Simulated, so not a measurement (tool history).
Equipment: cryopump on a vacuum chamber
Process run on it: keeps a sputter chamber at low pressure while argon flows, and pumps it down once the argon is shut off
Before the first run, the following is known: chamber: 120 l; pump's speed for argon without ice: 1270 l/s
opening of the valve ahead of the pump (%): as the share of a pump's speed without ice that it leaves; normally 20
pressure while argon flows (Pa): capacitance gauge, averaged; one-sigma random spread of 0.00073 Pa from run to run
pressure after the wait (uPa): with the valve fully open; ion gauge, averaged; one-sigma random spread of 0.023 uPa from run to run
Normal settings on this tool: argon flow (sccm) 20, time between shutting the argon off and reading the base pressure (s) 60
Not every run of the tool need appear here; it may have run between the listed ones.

run   hour  argon flow (sccm)  time between shutting the argon off and reading the base pressure (s)  opening of the valve ahead of the pump (%)  pressure while argon flows (Pa)  pressure after the wait (uPa)
  1    0.0                 20                                                                     60                                          20                           0.1342                           1.32
  2   73.0                 20                                                                     60                                          20                           0.1362                           1.34
  3  146.2                 20                                                                     60                                          20                           0.1367                           1.39
  4  199.6                 20                                                                     60                                          20                           0.1367                           1.39
  5  256.3                 20                                                                     60                                          38                           0.0745                           1.34
  6  315.1                 11                                                                     60                                          38                           0.0414                           1.39
  7  369.4                 20                                                                     60                                          16                           0.1702                           1.40
  8  412.4                 18                                                                     79                                          18                           0.1388                           1.33
  9  495.1                 18                                                                     79                                          18                           0.1374                           1.28
 10  549.3                  9                                                                     37                                          18                           0.0684                           1.81
 11  598.7                 22                                                                     60                                          28                           0.1117                           1.45
 12  654.7                 22                                                                     60                                          28                           0.1118                           1.51
 13  738.7                 34                                                                     56                                          16                           0.2929                           1.59
 14  786.3                  9                                                                     37                                          51                           0.0262                           1.87

Each row is a separate what-if for the run after 14, all from the same tool condition, not one after another. Results?
  A  836.8                 16                                                                    261                                          41                                ?                              ?
  B  836.8                  9                                                                     37                                          27                                ?                              ?
  C  836.8                 24                                                                     62                                          28                                ?                              ?
  D  836.8                 29                                                                     40                                          35                                ?                              ?

run  pressure while argon flows (Pa)  pressure after the wait (uPa)
  A                           0.0582                           1.11
  B                           0.0475                           1.93
  C                           0.1231                           1.56
  D                           0.1198                           1.87
With the hidden condition removed and each run's random variation left untouched, the same runs would have given:
run  pressure while argon flows (Pa)  pressure after the wait (uPa)
  A                           0.0524                           0.34
  B                           0.0443                           1.12
  C                           0.1144                           0.75
  D                           0.1093                           1.06

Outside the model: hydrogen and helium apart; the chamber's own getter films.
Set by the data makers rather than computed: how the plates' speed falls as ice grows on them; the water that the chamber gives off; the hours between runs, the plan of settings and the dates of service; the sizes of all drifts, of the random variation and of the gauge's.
